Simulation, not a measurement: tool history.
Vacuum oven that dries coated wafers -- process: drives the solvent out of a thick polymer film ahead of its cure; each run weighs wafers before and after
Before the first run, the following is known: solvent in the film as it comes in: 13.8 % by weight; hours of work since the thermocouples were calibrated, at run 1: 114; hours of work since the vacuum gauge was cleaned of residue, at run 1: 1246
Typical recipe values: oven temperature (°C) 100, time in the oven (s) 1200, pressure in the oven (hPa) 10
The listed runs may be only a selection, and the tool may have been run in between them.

run	day	oven temperature (°C)	time in the oven (s)	pressure in the oven (hPa)	hours of work since the thermocouples were calibrated	hours of work since the vacuum gauge was cleaned of residue	solvent left in the film (%)
1	0	100	1200	10	114	1246	1.78
2	1.754	100	1200	10	137	1270	1.79
3	4.583	100	1200	10	175	1308	1.78
4	6.379	100	1200	10	199	1331	1.77
5	8.292	100	1200	10	224	1357	1.74
6	10.471	100	1200	7.5	253	1386	1.66
7	13.258	100	1200	7.5	291	1423	1.66
8	15.308	100	1200	7.5	318	1451	1.7
9	17.925	100	960	10	353	1486	2.39
10	20.125	100	960	10	382	1515	2.38
11	21.6	100	1200	10	402	1535	1.75
12	23.196	100	1200	10	423	1556	1.76
13	25.412	100	1200	10	453	1586	1.77
14	27.233	100	1200	32.6	477	1610	2.61
15	30.108	100	1200	32.6	516	1648	2.61
16	33.096	102	1200	10	556	1688	1.38
# day 33.375: oven's thermocouples calibrated
17	34.962	100	1980	10	21	1712	0.84
18	37.942	100	1980	10	61	1752	0.85
# day 38.842: oven's thermocouples calibrated, once more
19	39.696	100	1980	10	11	1774	1.02
20	42.438	100	1200	10	48	1811	2.01
21	44.821	100	1200	10	80	1843	1.97
22	47.871	100	1200	10	121	1883	1.99
23	49.804	100	1200	10	146	1909	1.97
# day 51.604: vacuum gauge cleaned of residue and calibrated
24	52.362	112	1080	11.3	180	10	0.48
25	54.388	112	720	11.3	207	37	0.94
26	57.321	112	720	11.3	246	76	0.95
27	59.512	112	720	11.3	275	106	0.95
28	62.429	95	660	14.1	314	145	5.3
29	64.183	95	660	14.1	338	168	5.27
30	66.462	91	1260	15.9	368	198	4.04
31	69.079	94	1800	31.9	403	233	2.86
32	70.992	86	2160	10	428	259	3.22
33	72.592	112	1320	21.9	450	280	0.67
34	74.692	112	1680	6.3	478	308	0.21
35	76.267	112	1680	6.3	499	329	0.22
36	77.6	91	1200	6.4	517	347	3.78
37	79.662	91	1200	6.4	544	375	3.76
38	82.671	100	1200	9.1	584	415	1.61
39	85.142	106	1560	23.9	617	448	0.97
40	87.188	111	1200	10	645	475	0.44
41	88.883	100	840	10	667	498	2.72
42	91.279	100	840	10	699	530	2.72
43	93.938	100	840	10	735	565	2.7
44	96.179	100	660	10.4	765	595	3.63

Consider 4 possible next runs. They are alternatives, not a sequence: every one starts from the tool as it was left by run 44. What does each give?
A	98.838	115	660	21.4	800	631	?
B	98.838	100	1920	10.4	800	631	?
C	98.838	107	1200	10	800	631	?
D	98.838	100	2160	10	800	631	?

run	solvent left in the film (%)
A	0.96
B	0.82
C	0.68
D	0.7
With no hidden state in the tool, these same runs would have given:
run	solvent left in the film (%)
A	1.01
B	0.83
C	0.7
D	0.68
